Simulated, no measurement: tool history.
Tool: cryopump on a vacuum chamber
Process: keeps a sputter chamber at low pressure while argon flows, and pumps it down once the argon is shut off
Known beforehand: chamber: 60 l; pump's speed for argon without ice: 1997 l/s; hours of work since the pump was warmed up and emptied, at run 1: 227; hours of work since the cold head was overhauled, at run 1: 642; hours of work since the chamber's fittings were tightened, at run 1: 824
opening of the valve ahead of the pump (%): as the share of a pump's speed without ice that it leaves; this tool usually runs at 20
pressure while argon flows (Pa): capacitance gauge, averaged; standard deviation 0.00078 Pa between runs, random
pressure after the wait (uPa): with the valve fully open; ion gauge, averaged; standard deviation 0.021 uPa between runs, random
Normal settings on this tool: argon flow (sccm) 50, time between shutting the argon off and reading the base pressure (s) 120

run     day  argon flow (sccm)  time between shutting the argon off and reading the base pressure (s)  opening of the valve ahead of the pump (%)  hours of work since the pump was warmed up and emptied  hours of work since the cold head was overhauled  hours of work since the chamber's fittings were tightened  pressure while argon flows (Pa)  pressure after the wait (uPa)
  1   0.000                 50                                                                    120                                          20                                                     227                                               642                                                        824                           0.2148                           1.80
  2   1.567                 50                                                                    120                                          20                                                     247                                               662                                                        844                           0.2170                           1.87
  3   4.292                 50                                                                    120                                          20                                                     283                                               698                                                        879                           0.2167                           1.97
  4   5.958                 50                                                                    120                                          20                                                     304                                               719                                                        901                           0.2169                           2.05
  5   7.642                 50                                                                    120                                          20                                                     326                                               741                                                        923                           0.2167                           2.06
  6   9.108                 50                                                                    120                                          43                                                     345                                               761                                                        942                           0.1036                           2.15
  7  11.033                 50                                                                    120                                          43                                                     370                                               786                                                        967                           0.1044                           2.17
     12.900  -- pump warmed up, emptied and cooled again
  8  13.254                 50                                                                    120                                          23                                                       5                                               812                                                        993                           0.1838                           1.98
  9  14.646                 50                                                                    120                                          23                                                      23                                               830                                                       1012                           0.1848                           2.02
 10  16.171                 50                                                                    120                                          23                                                      43                                               850                                                       1031                           0.1845                           2.09
 11  17.867                 50                                                                    120                                          44                                                      65                                               872                                                       1054                           0.0967                           2.14
 12  19.717                 27                                                                    120                                          44                                                      89                                               896                                                       1078                           0.0531                           2.21
 13  21.983                 22                                                                    120                                          20                                                     118                                               926                                                       1107                           0.0930                           2.30
 14  24.425                 50                                                                    120                                          20                                                     150                                               957                                                       1139                           0.2137                           2.38
 15  25.771                 65                                                                    120                                          20                                                     168                                               975                                                       1157                           0.2783                           2.38
     26.517  -- leaking fittings of the chamber tightened, without venting
 16  27.071                 65                                                                    120                                          20                                                     183                                               991                                                          7                           0.2782                           0.36
 17  28.488                 50                                                                    120                                          20                                                     202                                              1009                                                         26                           0.2156                           0.41
 18  29.954                 50                                                                    120                                          20                                                     221                                              1028                                                         45                           0.2160                           0.44
 19  32.342                 60                                                                    120                                          32                                                     252                                              1059                                                         76                           0.1639                           0.53
 20  34.996                 60                                                                    120                                          32                                                     287                                              1094                                                        110                           0.1641                           0.57
 21  37.050                 60                                                                    120                                          32                                                     314                                              1121                                                        137                           0.1656                           0.66
 22  39.000                 75                                                                    145                                          20                                                     339                                              1146                                                        163                           0.3262                           0.66
 23  41.467                 75                                                                    145                                          20                                                     371                                              1178                                                        195                           0.3278                           0.73
     43.150  -- pump warmed up, emptied and cooled again
 24  44.217                 63                                                                     94                                          20                                                      14                                              1211                                                        228                           0.2676                           0.77
 25  45.388                 63                                                                     94                                          20                                                      29                                              1227                                                        243                           0.2680                           0.83
 26  47.483                 52                                                                     94                                          16                                                      56                                              1254                                                        270                           0.2763                           0.86
 27  49.754                 52                                                                     94                                          16                                                      86                                              1283                                                        300                           0.2769                           0.94
 28  51.988                 52                                                                     94                                          16                                                     115                                              1313                                                        329                           0.2769                           0.97
 29  53.467                 21                                                                    120                                          30                                                     134                                              1332                                                        348                           0.0605                           0.97
 30  55.029                 50                                                                    120                                          30                                                     155                                              1352                                                        369                           0.1444                           1.02
 31  56.496                 37                                                                    276                                          20                                                     174                                              1371                                                        388                           0.1597                           0.95
 32  58.479                 67                                                                    101                                          34                                                     200                                              1397                                                        414                           0.1721                           1.08
 33  60.888                 67                                                                    101                                          34                                                     231                                              1428                                                        445                           0.1728                           1.19
 34  63.092                 25                                                                    120                                          20                                                     260                                              1457                                                        474                           0.1075                           1.28
 35  65.883                 25                                                                    120                                          20                                                     296                                              1494                                                        510                           0.1089                           1.29

Predict each of these 3 candidate next runs independently; none follows another, all start after run 35:
  A  68.629                 25                                                                    120                                          39                                                     332                                              1529                                                        546                                ?                              ?
  B  68.629                 82                                                                     79                                          26                                                     332                                              1529                                                        546                                ?                              ?
  C  68.629                 25                                                                    280                                          20                                                     332                                              1529                                                        546                                ?                              ?

run  pressure while argon flows (Pa)  pressure after the wait (uPa)
  A                           0.0570                           1.36
  B                           0.2773                           1.49
  C                           0.1089                           1.29
Without the tool's unlogged condition, the same runs would have read:
run  pressure while argon flows (Pa)  pressure after the wait (uPa)
  A                           0.0539                           0.29
  B                           0.2669                           0.42
  C                           0.1057                           0.22
